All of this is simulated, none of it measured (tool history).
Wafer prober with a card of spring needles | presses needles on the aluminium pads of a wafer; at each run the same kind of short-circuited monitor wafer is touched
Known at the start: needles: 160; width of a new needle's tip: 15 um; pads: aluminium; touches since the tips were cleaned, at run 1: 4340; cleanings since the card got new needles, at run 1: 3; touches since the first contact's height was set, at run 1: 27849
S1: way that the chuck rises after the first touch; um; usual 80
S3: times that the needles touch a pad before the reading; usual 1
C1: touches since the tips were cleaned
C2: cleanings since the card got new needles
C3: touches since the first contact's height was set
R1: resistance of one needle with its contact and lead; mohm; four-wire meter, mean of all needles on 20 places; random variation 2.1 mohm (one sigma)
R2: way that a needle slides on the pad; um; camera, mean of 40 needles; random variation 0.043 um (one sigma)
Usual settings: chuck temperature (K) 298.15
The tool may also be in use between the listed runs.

{"run": 1, "day": 0.0, "S1": 80, "chuck temperature (K)": 298.15, "S3": 1, "C1": 4340, "C2": 3, "C3": 27849, "R1": 270, "R2": 14.82}
{"day": 0.475, "done": "tips cleaned on abrasive film"}
{"day": 1.638, "done": "tips cleaned on abrasive film"}
{"run": 2, "day": 2.267, "S1": 80, "chuck temperature (K)": 298.15, "S3": 1, "C1": 3868, "C2": 5, "C3": 41754, "R1": 266, "R2": 14.76}
{"day": 2.796, "done": "tips cleaned on abrasive film"}
{"run": 3, "day": 3.562, "S1": 80, "chuck temperature (K)": 298.15, "S3": 1, "C1": 4724, "C2": 6, "C3": 49708, "R1": 267, "R2": 14.8}
{"day": 4.071, "done": "tips cleaned on abrasive film"}
{"day": 5.238, "done": "tips cleaned on abrasive film"}
{"run": 4, "day": 5.712, "S1": 77, "chuck temperature (K)": 298.15, "S3": 1, "C1": 2942, "C2": 8, "C3": 62908, "R1": 268, "R2": 14.24}
{"day": 6.375, "done": "tips cleaned on abrasive film"}
{"run": 5, "day": 7.2, "S1": 80, "chuck temperature (K)": 307.15, "S3": 1, "C1": 5087, "C2": 9, "C3": 72036, "R1": 273, "R2": 14.66}
{"day": 7.5, "done": "tips cleaned on abrasive film"}
{"day": 8.638, "done": "tips cleaned on abrasive film"}
{"run": 6, "day": 9.371, "S1": 80, "chuck temperature (K)": 307.15, "S3": 1, "C1": 4511, "C2": 11, "C3": 85355, "R1": 273, "R2": 14.64}
{"day": 9.908, "done": "tips cleaned on abrasive film"}
{"day": 11.021, "done": "tips cleaned on abrasive film"}
{"run": 7, "day": 11.367, "S1": 80, "chuck temperature (K)": 307.15, "S3": 1, "C1": 2119, "C2": 13, "C3": 97587, "R1": 265, "R2": 14.63}
{"day": 12.342, "done": "tips cleaned on abrasive film"}
{"run": 8, "day": 12.758, "S1": 88, "chuck temperature (K)": 307.15, "S3": 1, "C1": 2573, "C2": 14, "C3": 106148, "R1": 268, "R2": 16.05}
{"day": 13.525, "done": "tips cleaned on abrasive film"}
{"day": 14.85, "done": "tips cleaned on abrasive film"}
{"run": 9, "day": 15.112, "S1": 80, "chuck temperature (K)": 298.15, "S3": 1, "C1": 1634, "C2": 16, "C3": 120599, "R1": 262, "R2": 14.57}
{"day": 16.112, "done": "tips cleaned on abrasive film"}
{"day": 17.304, "done": "tips cleaned on abrasive film"}
{"run": 10, "day": 17.358, "S1": 80, "chuck temperature (K)": 298.15, "S3": 1, "C1": 317, "C2": 18, "C3": 134362, "R1": 243, "R2": 14.59}
{"day": 18.621, "done": "tips cleaned on abrasive film"}
{"run": 11, "day": 19.104, "S1": 80, "chuck temperature (K)": 298.15, "S3": 1, "C1": 2972, "C2": 19, "C3": 145097, "R1": 267, "R2": 14.52}
{"day": 19.829, "done": "tips cleaned on abrasive film"}
{"day": 21.029, "done": "tips cleaned on abrasive film"}
{"run": 12, "day": 21.196, "S1": 80, "chuck temperature (K)": 325.15, "S3": 1, "C1": 1048, "C2": 21, "C3": 157943, "R1": 263, "R2": 14.54}
{"day": 22.304, "done": "tips cleaned on abrasive film"}
{"run": 13, "day": 23.008, "S1": 80, "chuck temperature (K)": 298.15, "S3": 3, "C1": 4347, "C2": 22, "C3": 169078, "R1": 251, "R2": 14.5}
{"day": 23.521, "done": "tips cleaned on abrasive film"}
{"day": 24.712, "done": "tips cleaned on abrasive film"}
{"run": 14, "day": 24.996, "S1": 96, "chuck temperature (K)": 298.15, "S3": 1, "C1": 1746, "C2": 24, "C3": 181254, "R1": 260, "R2": 17.45}
{"day": 25.892, "done": "tips cleaned on abrasive film"}
{"day": 27.038, "done": "tips cleaned on abrasive film"}
{"run": 15, "day": 27.038, "S1": 80, "chuck temperature (K)": 298.15, "S3": 3, "C1": 0, "C2": 26, "C3": 193778, "R1": 239, "R2": 14.35}
{"day": 27.929, "done": "height of the first contact set anew"}
{"day": 28.229, "done": "tips cleaned on abrasive film"}
{"run": 16, "day": 28.617, "S1": 75, "chuck temperature (K)": 298.15, "S3": 3, "C1": 2372, "C2": 27, "C3": 4194, "R1": 250, "R2": 13.89}
{"day": 29.388, "done": "tips cleaned on abrasive film"}
{"run": 17, "day": 30.042, "S1": 99, "chuck temperature (K)": 302.15, "S3": 1, "C1": 4041, "C2": 28, "C3": 12954, "R1": 263, "R2": 18.36}
{"day": 30.546, "done": "tips cleaned on abrasive film"}
{"run": 18, "day": 31.492, "S1": 99, "chuck temperature (K)": 302.15, "S3": 1, "C1": 5825, "C2": 29, "C3": 21858, "R1": 267, "R2": 18.41}
{"day": 31.733, "done": "tips cleaned on abrasive film"}
{"day": 32.933, "done": "tips cleaned on abrasive film"}
{"run": 19, "day": 33.65, "S1": 63, "chuck temperature (K)": 342.15, "S3": 1, "C1": 4417, "C2": 31, "C3": 35102, "R1": 294, "R2": 11.67}
{"day": 34.125, "done": "tips cleaned on abrasive film"}
{"run": 20, "day": 35.212, "S1": 83, "chuck temperature (K)": 383.15, "S3": 1, "C1": 6700, "C2": 32, "C3": 44688, "R1": 289, "R2": 15.32}
{"day": 35.438, "done": "tips cleaned on abrasive film"}
{"day": 36.646, "done": "tips cleaned on abrasive film"}
{"run": 21, "day": 36.817, "S1": 76, "chuck temperature (K)": 349.15, "S3": 1, "C1": 1057, "C2": 34, "C3": 54520, "R1": 269, "R2": 13.98}
{"day": 37.9, "done": "tips cleaned on abrasive film"}
{"run": 22, "day": 38.467, "S1": 69, "chuck temperature (K)": 349.15, "S3": 1, "C1": 3496, "C2": 35, "C3": 64667, "R1": 284, "R2": 12.56}
{"day": 39.067, "done": "tips cleaned on abrasive film"}
{"day": 40.308, "done": "tips cleaned on abrasive film"}
{"run": 23, "day": 40.308, "S1": 60, "chuck temperature (K)": 312.15, "S3": 1, "C1": 0, "C2": 37, "C3": 75940, "R1": 247, "R2": 10.98}
{"day": 41.438, "done": "tips cleaned on abrasive film"}
{"day": 42.65, "done": "tips cleaned on abrasive film"}
{"run": 24, "day": 42.746, "S1": 69, "chuck temperature (K)": 312.15, "S3": 2, "C1": 589, "C2": 39, "C3": 90899, "R1": 248, "R2": 12.61}
{"day": 43.804, "done": "tips cleaned on abrasive film"}
{"run": 25, "day": 44.875, "S1": 75, "chuck temperature (K)": 312.15, "S3": 1, "C1": 6594, "C2": 40, "C3": 104006, "R1": 278, "R2": 13.7}
{"day": 45.075, "done": "tips cleaned on abrasive film"}
{"day": 46.304, "done": "tips cleaned on abrasive film"}
{"run": 26, "day": 46.308, "S1": 61, "chuck temperature (K)": 312.15, "S3": 3, "C1": 33, "C2": 42, "C3": 112776, "R1": 245, "R2": 11.13}
{"day": 47.467, "done": "tips cleaned on abrasive film"}
{"run": 27, "day": 47.608, "S1": 61, "chuck temperature (K)": 312.15, "S3": 3, "C1": 868, "C2": 43, "C3": 120743, "R1": 245, "R2": 11.09}
{"day": 48.612, "done": "tips cleaned on abrasive film"}
{"run": 28, "day": 48.921, "S1": 93, "chuck temperature (K)": 298.15, "S3": 1, "C1": 1903, "C2": 44, "C3": 128813, "R1": 255, "R2": 16.98}
{"day": 49.742, "done": "tips cleaned on abrasive film"}
{"run": 29, "day": 50.458, "S1": 65, "chuck temperature (K)": 308.15, "S3": 1, "C1": 4412, "C2": 45, "C3": 138261, "R1": 290, "R2": 11.76}
{"day": 50.879, "done": "tips cleaned on abrasive film"}
{"day": 52.179, "done": "tips cleaned on abrasive film"}
{"run": 30, "day": 52.412, "S1": 72, "chuck temperature (K)": 361.15, "S3": 2, "C1": 1442, "C2": 47, "C3": 150248, "R1": 270, "R2": 12.99}
{"day": 53.429, "done": "tips cleaned on abrasive film"}
{"run": 31, "day": 53.462, "S1": 72, "chuck temperature (K)": 361.15, "S3": 2, "C1": 197, "C2": 48, "C3": 156671, "R1": 257, "R2": 13.1}
{"day": 54.633, "done": "tips cleaned on abrasive film"}
{"run": 32, "day": 54.692, "S1": 83, "chuck temperature (K)": 306.15, "S3": 1, "C1": 358, "C2": 49, "C3": 164231, "R1": 249, "R2": 15.09}

Some steps in R1 between neighbouring runs. How much of each would the tool show without its hidden state too (settings, what came in, random variation), and how much is left for the hidden state, with any gauge scatter that isn't in both results?
The hidden state here: debris on the tips, nm; way that the needles fall short of the set height, um; tips' diameter, um; drift of the gauge itself on contact_mohm, %; drift of the gauge itself on scrub_um, %.
Run 22 -> 23: S1 69 -> 60, chuck temperature (K) 349.15 -> 312.15, tips cleaned on abrasive film, tips cleaned on abrasive film. R1 -37 mohm: hidden state -32, all else -5.
Run 25 -> 26: S1 75 -> 61, S3 1 -> 3, tips cleaned on abrasive film, tips cleaned on abrasive film. R1 -33 mohm: hidden state -34, all else +1.
Run 28 -> 29: S1 93 -> 65, chuck temperature (K) 298.15 -> 308.15, tips cleaned on abrasive film. R1 +35 mohm: hidden state +27, all else +8.
Run 29 -> 30: S1 65 -> 72, chuck temperature (K) 308.15 -> 361.15, S3 1 -> 2, tips cleaned on abrasive film, tips cleaned on abrasive film. R1 -20 mohm: hidden state -32, all else +12.
